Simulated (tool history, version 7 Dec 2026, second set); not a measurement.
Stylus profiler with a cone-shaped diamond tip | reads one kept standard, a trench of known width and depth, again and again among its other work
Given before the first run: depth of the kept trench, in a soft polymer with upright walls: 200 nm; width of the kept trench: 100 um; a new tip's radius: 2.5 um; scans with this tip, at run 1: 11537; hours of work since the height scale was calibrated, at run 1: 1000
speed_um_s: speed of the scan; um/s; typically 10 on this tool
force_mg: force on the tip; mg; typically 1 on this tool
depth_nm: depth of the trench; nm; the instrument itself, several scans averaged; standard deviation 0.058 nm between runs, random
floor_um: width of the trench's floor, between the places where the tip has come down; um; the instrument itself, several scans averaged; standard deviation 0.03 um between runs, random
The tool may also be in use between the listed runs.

run	hour	speed_um_s	force_mg	scans with this tip	hours of work since the height scale was calibrated	depth_nm	floor_um
1	0	10	1	11537	1000	202.33	97.17
2	69.6	10	1	12042	1044	202.26	97.13
3	136.8	10	1	12529	1086	202.41	97.09
4	195.7	10	1	12956	1123	202.39	97.03
5	286	10	1.98	13611	1180	203.41	97.03
6	361.1	6	1	14156	1227	202.51	97.01
# hour 397.7: height scale calibrated on a step standard
7	413.1	22	1	14529	10	201.76	96.88
8	492.6	22	1	15106	60	201.67	96.84
9	598.1	10	1	15871	126	201.73	96.86
10	681.9	10	1.29	16479	179	202.13	96.85
11	729.7	10	1.29	16826	209	202.18	96.84
12	827.2	10	1.29	17533	270	202.19	96.76
13	890.9	7	1	17994	310	201.89	96.78
14	963.1	7	1	18518	355	201.79	96.75
15	1028.4	10	1	18992	397	201.88	96.71
16	1088.3	10	2.58	19426	434	203.45	96.68
17	1148.9	10	2.58	19866	472	203.39	96.71
18	1211.9	10	2.58	20323	512	203.46	96.69
19	1290.4	10	1.86	20892	561	202.92	96.6
20	1378.6	10	1.86	21531	617	202.91	96.65
21	1476	10	1	22238	678	202.08	96.6
22	1547.2	10	1	22754	723	202.03	96.46
23	1620.9	10	1	23289	769	202.17	96.55
24	1688.3	10	1	23778	811	202.32	96.51
25	1755.2	18	2.67	24263	854	203.8	96.47
26	1853.9	4	2.66	24979	916	203.78	96.43
27	1958.7	16	0.47	25739	982	201.62	96.32
28	2059.1	30	1.22	26467	1045	202.6	96.26
29	2104.8	30	1.22	26798	1073	202.65	96.21
30	2191.4	30	1.22	27426	1128	202.67	96.18
31	2250.4	2	0.38	27854	1165	201.6	96.36
# hour 2345: new tip fitted, height scale calibrated
32	2353.7	2	0.38	63	5	200.88	98.04

Expected results for the next run?
33	2453.5	31	0.42	787	68	?	?

Run 33 came out at depth_nm 200.97 nm, floor_um 97.66 um.
On a tool with no hidden condition, and with the same random variation, this run would have come out at depth_nm 200.95 nm, floor_um 97.71 um.
